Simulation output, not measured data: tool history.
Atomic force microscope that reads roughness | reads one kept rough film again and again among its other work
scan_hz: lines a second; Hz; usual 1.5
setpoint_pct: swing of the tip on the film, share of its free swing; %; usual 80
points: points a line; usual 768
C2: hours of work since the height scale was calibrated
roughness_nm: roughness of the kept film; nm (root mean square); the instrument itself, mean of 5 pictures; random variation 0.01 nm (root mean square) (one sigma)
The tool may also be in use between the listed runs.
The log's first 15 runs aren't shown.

-- day=25.071 new tip fitted
run 16 day=26.129 | scan_hz=1.5 setpoint_pct=80 points=768 | pictures_with_this_tip=62 C2=162 | roughness_nm=2.269
run 17 day=27.375 | scan_hz=1.5 setpoint_pct=80 points=768 | pictures_with_this_tip=135 C2=185 | roughness_nm=2.2
-- day=28.1 new tip fitted
run 18 day=28.379 | scan_hz=1.5 setpoint_pct=75 points=768 | pictures_with_this_tip=16 C2=203 | roughness_nm=2.402
run 19 day=30.042 | scan_hz=1.5 setpoint_pct=82 points=768 | pictures_with_this_tip=114 C2=233 | roughness_nm=2.179
-- day=31.188 new tip fitted
run 20 day=31.417 | scan_hz=1.5 setpoint_pct=80 points=335 | pictures_with_this_tip=14 C2=257 | roughness_nm=2.33
run 21 day=32.858 | scan_hz=1.5 setpoint_pct=80 points=335 | pictures_with_this_tip=98 C2=284 | roughness_nm=2.224
run 22 day=33.962 | scan_hz=1.5 setpoint_pct=80 points=335 | pictures_with_this_tip=163 C2=304 | roughness_nm=2.157
-- day=34.192 new tip fitted
run 23 day=35.7 | scan_hz=1.5 setpoint_pct=80 points=768 | pictures_with_this_tip=88 C2=335 | roughness_nm=2.248
run 24 day=36.7 | scan_hz=1.5 setpoint_pct=80 points=768 | pictures_with_this_tip=147 C2=353 | roughness_nm=2.171
-- day=37.2 new tip fitted
run 25 day=37.779 | scan_hz=1.5 setpoint_pct=80 points=768 | pictures_with_this_tip=34 C2=373 | roughness_nm=2.315
run 26 day=39.188 | scan_hz=2.8 setpoint_pct=68 points=609 | pictures_with_this_tip=116 C2=398 | roughness_nm=2.211
-- day=40.212 new tip fitted
run 27 day=40.696 | scan_hz=1.33 setpoint_pct=69 points=416 | pictures_with_this_tip=28 C2=425 | roughness_nm=2.507
run 28 day=41.671 | scan_hz=1.33 setpoint_pct=73 points=539 | pictures_with_this_tip=85 C2=443 | roughness_nm=2.376

Forecast run 29:
run 29 day=42.683 | scan_hz=1.33 setpoint_pct=88 points=861 | pictures_with_this_tip=145 C2=461 | roughness_nm=?

roughness_nm: 2.093 nm (root mean square)
Without the tool's hidden state the same run would have given roughness_nm 2.259 nm (root mean square).

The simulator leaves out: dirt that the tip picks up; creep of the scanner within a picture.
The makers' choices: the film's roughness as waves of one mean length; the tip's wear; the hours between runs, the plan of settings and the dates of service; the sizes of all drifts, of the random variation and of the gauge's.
